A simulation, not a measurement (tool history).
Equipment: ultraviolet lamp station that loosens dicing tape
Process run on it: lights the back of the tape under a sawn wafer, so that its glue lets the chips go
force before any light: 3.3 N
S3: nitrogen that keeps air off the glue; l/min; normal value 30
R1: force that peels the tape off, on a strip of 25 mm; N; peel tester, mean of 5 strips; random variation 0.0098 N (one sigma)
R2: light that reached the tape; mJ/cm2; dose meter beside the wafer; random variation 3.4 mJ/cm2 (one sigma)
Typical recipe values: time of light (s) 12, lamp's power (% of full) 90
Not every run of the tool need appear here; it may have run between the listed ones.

run 1 day=0.000 | time_of_light_(s)=12 lamp's_power_(%_of_full)=90 S3=30 | R1=0.668 R2=395
-- day=0.312 window cleaned of glue's vapour
run 2 day=0.712 | time_of_light_(s)=12 lamp's_power_(%_of_full)=90 S3=30 | R1=0.523 R2=468
run 3 day=1.100 | time_of_light_(s)=19 lamp's_power_(%_of_full)=90 S3=30 | R1=0.296 R2=737
run 4 day=1.875 | time_of_light_(s)=12 lamp's_power_(%_of_full)=90 S3=28 | R1=0.539 R2=463
run 5 day=2.746 | time_of_light_(s)=12 lamp's_power_(%_of_full)=90 S3=30 | R1=0.518 R2=455
run 6 day=3.379 | time_of_light_(s)=12 lamp's_power_(%_of_full)=90 S3=12 | R1=0.830 R2=444
run 7 day=4.012 | time_of_light_(s)=16 lamp's_power_(%_of_full)=90 S3=12 | R1=0.610 R2=594
run 8 day=4.796 | time_of_light_(s)=7 lamp's_power_(%_of_full)=95 S3=29 | R1=1.038 R2=273
run 9 day=5.421 | time_of_light_(s)=12 lamp's_power_(%_of_full)=75 S3=14 | R1=1.031 R2=366
run 10 day=5.954 | time_of_light_(s)=16 lamp's_power_(%_of_full)=90 S3=12 | R1=0.591 R2=581
run 11 day=6.396 | time_of_light_(s)=16 lamp's_power_(%_of_full)=67 S3=12 | R1=0.905 R2=432
run 12 day=7.238 | time_of_light_(s)=16 lamp's_power_(%_of_full)=67 S3=12 | R1=0.935 R2=422

Alternative continuations, all from the tool just after run 12; predict every row:
run A day=7.679 | time_of_light_(s)=16 lamp's_power_(%_of_full)=68 S3=22 | R1=? R2=?
run B day=7.679 | time_of_light_(s)=12 lamp's_power_(%_of_full)=96 S3=11 | R1=? R2=?
run C day=7.679 | time_of_light_(s)=9 lamp's_power_(%_of_full)=67 S3=12 | R1=? R2=?
run D day=7.679 | time_of_light_(s)=6 lamp's_power_(%_of_full)=92 S3=32 | R1=? R2=?

run=A R1=0.688 R2=421
run=B R1=0.887 R2=450
run=C R1=1.548 R2=236
run=D R1=1.238 R2=212
Take away the tool's hidden state, keep each run's random variation, and the runs would have read:
run=A R1=0.491 R2=548
run=B R1=0.648 R2=584
run=C R1=1.260 R2=306
run=D R1=0.956 R2=275
